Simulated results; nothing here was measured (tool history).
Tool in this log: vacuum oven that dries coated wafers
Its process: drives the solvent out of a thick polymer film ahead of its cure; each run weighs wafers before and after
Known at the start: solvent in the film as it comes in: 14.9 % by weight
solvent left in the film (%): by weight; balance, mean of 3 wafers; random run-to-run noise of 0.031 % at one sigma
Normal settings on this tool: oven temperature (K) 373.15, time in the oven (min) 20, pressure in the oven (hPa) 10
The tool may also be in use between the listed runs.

{"run": 1, "hour": 0.0, "oven temperature (K)": 373.15, "time in the oven (min)": 20, "pressure in the oven (hPa)": 10, "solvent left in the film (%)": 1.9}
{"run": 2, "hour": 63.0, "oven temperature (K)": 373.15, "time in the oven (min)": 20, "pressure in the oven (hPa)": 9.4, "solvent left in the film (%)": 1.95}
{"run": 3, "hour": 148.1, "oven temperature (K)": 373.15, "time in the oven (min)": 20, "pressure in the oven (hPa)": 9.4, "solvent left in the film (%)": 1.94}
{"run": 4, "hour": 234.9, "oven temperature (K)": 373.15, "time in the oven (min)": 20, "pressure in the oven (hPa)": 9.4, "solvent left in the film (%)": 1.96}
{"run": 5, "hour": 325.9, "oven temperature (K)": 373.15, "time in the oven (min)": 20, "pressure in the oven (hPa)": 10, "solvent left in the film (%)": 2.07}
{"run": 6, "hour": 394.9, "oven temperature (K)": 373.15, "time in the oven (min)": 20, "pressure in the oven (hPa)": 10, "solvent left in the film (%)": 2.01}
{"run": 7, "hour": 451.0, "oven temperature (K)": 373.15, "time in the oven (min)": 20, "pressure in the oven (hPa)": 10, "solvent left in the film (%)": 2.03}
{"run": 8, "hour": 546.2, "oven temperature (K)": 373.15, "time in the oven (min)": 20, "pressure in the oven (hPa)": 27.9, "solvent left in the film (%)": 3.17}
{"run": 9, "hour": 594.7, "oven temperature (K)": 373.15, "time in the oven (min)": 20, "pressure in the oven (hPa)": 27.9, "solvent left in the film (%)": 3.25}
{"hour": 692.2, "done": "vacuum gauge cleaned of residue and calibrated"}
{"run": 10, "hour": 709.4, "oven temperature (K)": 373.15, "time in the oven (min)": 20, "pressure in the oven (hPa)": 10, "solvent left in the film (%)": 1.71}
{"run": 11, "hour": 763.4, "oven temperature (K)": 367.15, "time in the oven (min)": 20, "pressure in the oven (hPa)": 10, "solvent left in the film (%)": 2.6}
{"run": 12, "hour": 837.0, "oven temperature (K)": 373.15, "time in the oven (min)": 20, "pressure in the oven (hPa)": 10, "solvent left in the film (%)": 1.72}
{"run": 13, "hour": 900.5, "oven temperature (K)": 373.15, "time in the oven (min)": 20, "pressure in the oven (hPa)": 10, "solvent left in the film (%)": 1.79}
{"run": 14, "hour": 1012.4, "oven temperature (K)": 373.15, "time in the oven (min)": 20, "pressure in the oven (hPa)": 10, "solvent left in the film (%)": 1.84}
{"run": 15, "hour": 1079.5, "oven temperature (K)": 365.15, "time in the oven (min)": 18, "pressure in the oven (hPa)": 5.1, "solvent left in the film (%)": 3.14}
{"run": 16, "hour": 1188.7, "oven temperature (K)": 365.15, "time in the oven (min)": 18, "pressure in the oven (hPa)": 5.1, "solvent left in the film (%)": 3.22}
{"hour": 1206.8, "done": "oven's thermocouples calibrated"}
{"run": 17, "hour": 1253.5, "oven temperature (K)": 365.15, "time in the oven (min)": 18, "pressure in the oven (hPa)": 5.1, "solvent left in the film (%)": 2.76}
{"run": 18, "hour": 1309.6, "oven temperature (K)": 365.15, "time in the oven (min)": 18, "pressure in the oven (hPa)": 5.1, "solvent left in the film (%)": 2.75}
{"run": 19, "hour": 1358.3, "oven temperature (K)": 365.15, "time in the oven (min)": 20, "pressure in the oven (hPa)": 25.1, "solvent left in the film (%)": 3.86}
{"run": 20, "hour": 1466.1, "oven temperature (K)": 365.15, "time in the oven (min)": 20, "pressure in the oven (hPa)": 25.1, "solvent left in the film (%)": 3.85}
{"run": 21, "hour": 1517.9, "oven temperature (K)": 365.15, "time in the oven (min)": 20, "pressure in the oven (hPa)": 25.1, "solvent left in the film (%)": 3.89}
{"run": 22, "hour": 1568.6, "oven temperature (K)": 373.15, "time in the oven (min)": 15, "pressure in the oven (hPa)": 9.6, "solvent left in the film (%)": 2.38}
{"run": 23, "hour": 1620.1, "oven temperature (K)": 373.15, "time in the oven (min)": 15, "pressure in the oven (hPa)": 9.6, "solvent left in the film (%)": 2.43}
{"run": 24, "hour": 1712.2, "oven temperature (K)": 373.15, "time in the oven (min)": 15, "pressure in the oven (hPa)": 9.6, "solvent left in the film (%)": 2.42}
{"run": 25, "hour": 1816.0, "oven temperature (K)": 385.15, "time in the oven (min)": 11, "pressure in the oven (hPa)": 6.4, "solvent left in the film (%)": 1.64}

Branching from run 25: 4 alternative next runs. What would each branch give?
{"run": "A", "hour": 1925.5, "oven temperature (K)": 386.15, "time in the oven (min)": 28, "pressure in the oven (hPa)": 33.5, "solvent left in the film (%)": "?"}
{"run": "B", "hour": 1925.5, "oven temperature (K)": 385.15, "time in the oven (min)": 22, "pressure in the oven (hPa)": 6.4, "solvent left in the film (%)": "?"}
{"run": "C", "hour": 1925.5, "oven temperature (K)": 387.15, "time in the oven (min)": 12, "pressure in the oven (hPa)": 6.4, "solvent left in the film (%)": "?"}
{"run": "D", "hour": 1925.5, "oven temperature (K)": 373.15, "time in the oven (min)": 20, "pressure in the oven (hPa)": 15.1, "solvent left in the film (%)": "?"}

run=A solvent_left_in_the_film_(%)=1.58
run=B solvent_left_in_the_film_(%)=0.56
run=C solvent_left_in_the_film_(%)=1.24
run=D solvent_left_in_the_film_(%)=2.11
Take away the tool's hidden state, keep each run's random variation, and the runs would have read:
run=A solvent_left_in_the_film_(%)=1.4
run=B solvent_left_in_the_film_(%)=0.39
run=C solvent_left_in_the_film_(%)=1.06
run=D solvent_left_in_the_film_(%)=1.83
